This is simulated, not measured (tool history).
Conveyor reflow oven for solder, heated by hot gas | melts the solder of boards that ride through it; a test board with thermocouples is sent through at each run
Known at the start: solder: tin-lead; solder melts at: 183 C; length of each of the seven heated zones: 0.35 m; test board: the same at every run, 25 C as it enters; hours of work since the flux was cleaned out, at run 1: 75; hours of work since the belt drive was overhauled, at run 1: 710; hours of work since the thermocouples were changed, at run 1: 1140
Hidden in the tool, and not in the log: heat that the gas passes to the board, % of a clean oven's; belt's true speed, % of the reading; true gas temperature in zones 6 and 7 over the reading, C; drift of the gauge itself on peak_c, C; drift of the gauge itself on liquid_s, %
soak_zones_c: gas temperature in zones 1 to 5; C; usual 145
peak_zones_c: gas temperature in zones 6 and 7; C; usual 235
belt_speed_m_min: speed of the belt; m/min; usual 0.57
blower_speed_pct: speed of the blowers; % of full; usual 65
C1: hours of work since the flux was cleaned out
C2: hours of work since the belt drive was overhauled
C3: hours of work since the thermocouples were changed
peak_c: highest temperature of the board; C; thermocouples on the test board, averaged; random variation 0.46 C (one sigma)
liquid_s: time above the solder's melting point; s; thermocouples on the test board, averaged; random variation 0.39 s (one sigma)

Run 1, hour 0: usual settings; C1 75; C2 710; C3 1140. Result: peak_c 216.3 C, liquid_s 58.3 s.
Run 2, hour 21.8: usual settings but belt_speed_m_min 0.549 m/min; C1 90; C2 726; C3 1155. Result: peak_c 218.5 C, liquid_s 60.9 s.
Run 3, hour 43.2: usual settings; C1 106; C2 741; C3 1170. Result: peak_c 216.9 C, liquid_s 57.9 s.
Run 4, hour 71.9: usual settings; C1 126; C2 761; C3 1190. Result: peak_c 216.6 C, liquid_s 57.8 s.
Run 5, hour 94.3: usual settings; C1 142; C2 777; C3 1206. Result: peak_c 216.7 C, liquid_s 57.2 s.
At hour 101.8: flux residue cleaned out of gas plates and filters.
Run 6, hour 114.8: usual settings; C1 9; C2 788; C3 1217. Result: peak_c 216 C, liquid_s 57.2 s.
Run 7, hour 136.3: usual settings; C1 24; C2 803; C3 1232. Result: peak_c 215.1 C, liquid_s 56.8 s.
Run 8, hour 169.9: usual settings but peak_zones_c 245 C, blower_speed_pct 69 % of full; C1 48; C2 826; C3 1256. Result: peak_c 225.4 C, liquid_s 62.7 s.
Run 9, hour 187.8: usual settings but peak_zones_c 245 C, blower_speed_pct 69 % of full; C1 61; C2 839; C3 1268. Result: peak_c 225 C, liquid_s 63 s.
Run 10, hour 220.7: usual settings but peak_zones_c 245 C, blower_speed_pct 69 % of full; C1 84; C2 862; C3 1292. Result: peak_c 224 C, liquid_s 62.8 s.
Run 11, hour 256.3: usual settings but peak_zones_c 245 C, blower_speed_pct 69 % of full; C1 109; C2 887; C3 1317. Result: peak_c 224.4 C, liquid_s 63 s.
Run 12, hour 286.1: usual settings but blower_speed_pct 54 % of full; C1 130; C2 908; C3 1338. Result: peak_c 211.8 C, liquid_s 52.4 s.
At hour 292.1: thermocouples of zones 6 and 7 changed.
At hour 299.5: flux residue cleaned out of gas plates and filters, once more.
Run 13, hour 319.3: usual settings but blower_speed_pct 54 % of full; C1 14; C2 927; C3 16. Result: peak_c 217.4 C, liquid_s 57.4 s.
Run 14, hour 337.9: usual settings but soak_zones_c 136 C, belt_speed_m_min 0.649 m/min; C1 27; C2 940; C3 29. Result: peak_c 214.3 C, liquid_s 46 s.

Forecast each of these 5 alternatives for the next run:
Run A, hour 355.9: usual settings but soak_zones_c 136 C, belt_speed_m_min 0.649 m/min, blower_speed_pct 72 % of full; C1 40; C2 953; C3 41. Result: peak_c ?, liquid_s ?.
Run B, hour 355.9: usual settings but peak_zones_c 238 C, blower_speed_pct 72 % of full; C1 40; C2 953; C3 41. Result: peak_c ?, liquid_s ?.
Run C, hour 355.9: usual settings but soak_zones_c 136 C, peak_zones_c 237 C, belt_speed_m_min 0.649 m/min, blower_speed_pct 52 % of full; C1 40; C2 953; C3 41. Result: peak_c ?, liquid_s ?.
Run D, hour 355.9: usual settings; C1 40; C2 953; C3 41. Result: peak_c ?, liquid_s ?.
Run E, hour 355.9: usual settings but soak_zones_c 136 C, peak_zones_c 244 C, belt_speed_m_min 0.649 m/min, blower_speed_pct 55 % of full; C1 40; C2 953; C3 41. Result: peak_c ?, liquid_s ?.

run  peak_c  liquid_s
  A   216.2      47.4
  B   224.5      62.6
  C   210.5      41.4
  D   220.2      59.9
  E     218      46.8
Without the tool's hidden state the same runs would have given:
run  peak_c  liquid_s
  A   216.9      47.5
  B   225.2      62.5
  C     211      41.6
  D   220.9      59.9
  E   218.6      46.9
